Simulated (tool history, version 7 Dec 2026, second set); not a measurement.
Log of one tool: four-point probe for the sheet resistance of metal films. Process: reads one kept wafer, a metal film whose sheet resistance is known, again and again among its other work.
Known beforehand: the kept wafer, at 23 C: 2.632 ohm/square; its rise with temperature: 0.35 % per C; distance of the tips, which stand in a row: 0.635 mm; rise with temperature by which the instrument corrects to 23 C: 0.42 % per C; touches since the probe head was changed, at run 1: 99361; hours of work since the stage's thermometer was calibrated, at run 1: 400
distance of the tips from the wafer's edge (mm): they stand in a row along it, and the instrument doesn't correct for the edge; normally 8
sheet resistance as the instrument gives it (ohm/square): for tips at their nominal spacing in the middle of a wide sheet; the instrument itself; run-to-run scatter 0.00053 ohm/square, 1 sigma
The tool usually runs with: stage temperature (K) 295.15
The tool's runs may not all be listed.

run	hour	stage temperature (K)	distance of the tips from the wafer's edge (mm)	touches since the probe head was changed	hours of work since the stage's thermometer was calibrated	sheet resistance as the instrument gives it (ohm/square)
1	0	295.15	8	99361	400	2.627023
2	32	295.15	8	101246	424	2.626738
3	67.3	295.15	8	103327	451	2.626835
4	121.5	295.15	43	106523	492	2.616871
# hour 141.4: new probe head fitted
5	186.4	295.15	43	2654	541	2.621727
6	235	295.15	43	5519	577	2.620435
7	272.6	295.15	18	7733	606	2.620801
8	313.4	295.15	18	10142	637	2.620586
9	369.4	295.15	18	13444	679	2.619023
10	425.6	294.15	18	16757	722	2.620619
11	483.1	295.15	8	20144	765	2.624444
12	520.2	295.15	8	22334	794	2.624001
13	586.6	295.15	8	26248	844	2.622811
14	620.9	295.15	8	28270	870	2.621779
15	660	295.15	8	30577	900	2.62103
16	704	295.15	8	33173	933	2.620389
17	741.3	304.15	64	35370	961	2.594643
18	797.1	295.15	4	38662	1004	2.6454
# hour 801.5: stage's thermometer calibrated
19	826.4	295.15	4	40358	19	2.643381
20	860.7	295.15	12	42380	45	2.612404
21	890.2	298.15	6	44121	67	2.617577
22	954.1	298.15	6	47890	116	2.617681
23	1020.8	291.15	4	51823	166	2.647907
24	1062.2	300.15	6	54262	198	2.611668
25	1102.1	292.15	56	56612	228	2.609264
26	1146.9	302.15	42	59254	262	2.591723
# hour 1153: stage's thermometer calibrated, once more
27	1187.8	297.15	56	61639	26	2.601064

Hidden state or all else? Some run-to-run changes of sheet resistance as the instrument gives it (ohm/square), split into what the settings, what came in and random variation would give without the hidden state, and what is left for the hidden state (with any gauge scatter that isn't in both results):
The hidden state here: inner tips' distance over the nominal, %; tips' flats over new ones', %; wafer's true temperature over the reading, C; drift of the gauge itself on sheet_ohm, %.
Run 4 -> 5: new probe head fitted. sheet resistance as the instrument gives it (ohm/square) +0.004856: hidden state +0.004814, all else +0.000042.
Run 17 -> 18: stage temperature (K) 304.15 -> 295.15, distance of the tips from the wafer's edge (mm) 64 -> 4. sheet resistance as the instrument gives it (ohm/square) +0.050757: hidden state -0.001443, all else +0.0522.
Run 22 -> 23: stage temperature (K) 298.15 -> 291.15, distance of the tips from the wafer's edge (mm) 6 -> 4. sheet resistance as the instrument gives it (ohm/square) +0.030226: hidden state -0.00167, all else +0.031896.
Run 23 -> 24: stage temperature (K) 291.15 -> 300.15, distance of the tips from the wafer's edge (mm) 4 -> 6. sheet resistance as the instrument gives it (ohm/square) -0.036239: hidden state -0.000282, all else -0.035957.
